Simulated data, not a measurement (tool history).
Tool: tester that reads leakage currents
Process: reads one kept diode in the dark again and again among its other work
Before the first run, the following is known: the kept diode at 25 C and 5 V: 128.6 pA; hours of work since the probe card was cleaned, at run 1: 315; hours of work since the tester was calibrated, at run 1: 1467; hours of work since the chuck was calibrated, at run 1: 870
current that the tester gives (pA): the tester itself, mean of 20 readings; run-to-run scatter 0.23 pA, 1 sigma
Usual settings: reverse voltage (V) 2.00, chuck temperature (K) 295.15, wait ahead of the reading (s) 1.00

run	hour	reverse voltage (V)	chuck temperature (K)	wait ahead of the reading (s)	hours of work since the probe card was cleaned	hours of work since the tester was calibrated	hours of work since the chuck was calibrated	current that the tester gives (pA)
1	0.0	2.00	295.15	1.00	315	1467	870	84.64
2	100.9	2.00	295.15	1.00	364	1516	919	85.57
3	195.1	2.00	295.15	1.00	410	1562	965	85.95
4	311.5	2.00	295.15	1.00	466	1618	1022	87.55
5	404.7	2.00	295.15	1.00	512	1664	1067	87.92
6	535.8	4.23	295.15	1.00	575	1727	1131	113.29
7	601.6	4.23	295.15	1.00	607	1759	1163	113.04
8	688.2	2.00	295.15	1.00	650	1801	1205	90.08
9	771.5	2.00	295.15	1.00	690	1842	1246	90.49
10	845.8	2.00	295.15	1.00	726	1878	1282	91.02
11	934.9	2.00	295.15	1.29	770	1921	1325	91.45
12	1068.2	2.00	295.15	1.29	834	1986	1390	92.65
13	1188.5	2.00	295.15	1.29	893	2045	1448	93.80
# hour 1227.8: chuck's temperature calibrated
14	1284.7	1.09	306.15	7.09	939	2091	28	159.93
15	1411.2	1.63	313.15	7.09	1000	2152	89	327.49
16	1499.5	1.13	295.15	1.00	1043	2195	132	63.38
17	1612.5	1.13	295.15	1.00	1098	2250	187	63.92
18	1679.3	1.77	304.15	0.39	1131	2282	220	163.28
19	1809.8	10.08	304.15	0.39	1194	2346	283	291.87
20	1864.7	11.80	295.15	3.06	1221	2373	310	143.06
21	1927.4	2.53	322.15	0.73	1251	2403	340	782.01
22	2039.0	2.53	322.15	0.73	1306	2457	394	783.95
23	2122.0	3.16	295.15	1.00	1346	2498	435	93.55
24	2238.8	3.16	295.15	1.00	1403	2555	492	94.51
25	2324.0	3.16	295.15	1.00	1444	2596	533	95.13
26	2397.2	2.42	324.15	0.34	1480	2632	569	921.17

Branching from run 26: 5 alternative next runs. What would each branch give?
A	2507.5	3.19	329.15	1.00	1533	2685	622	?
B	2507.5	1.03	295.15	0.64	1533	2685	622	?
C	2507.5	2.33	324.15	2.21	1533	2685	622	?
D	2507.5	1.85	324.15	0.34	1533	2685	622	?
E	2507.5	5.07	324.15	3.45	1533	2685	622	?

run	current that the tester gives (pA)
A	1464.51
B	66.18
C	916.04
D	855.48
E	1179.39
Without the tool's hidden state the same runs would have given:
run	current that the tester gives (pA)
A	1361.94
B	59.62
C	849.46
D	793.60
E	1091.89
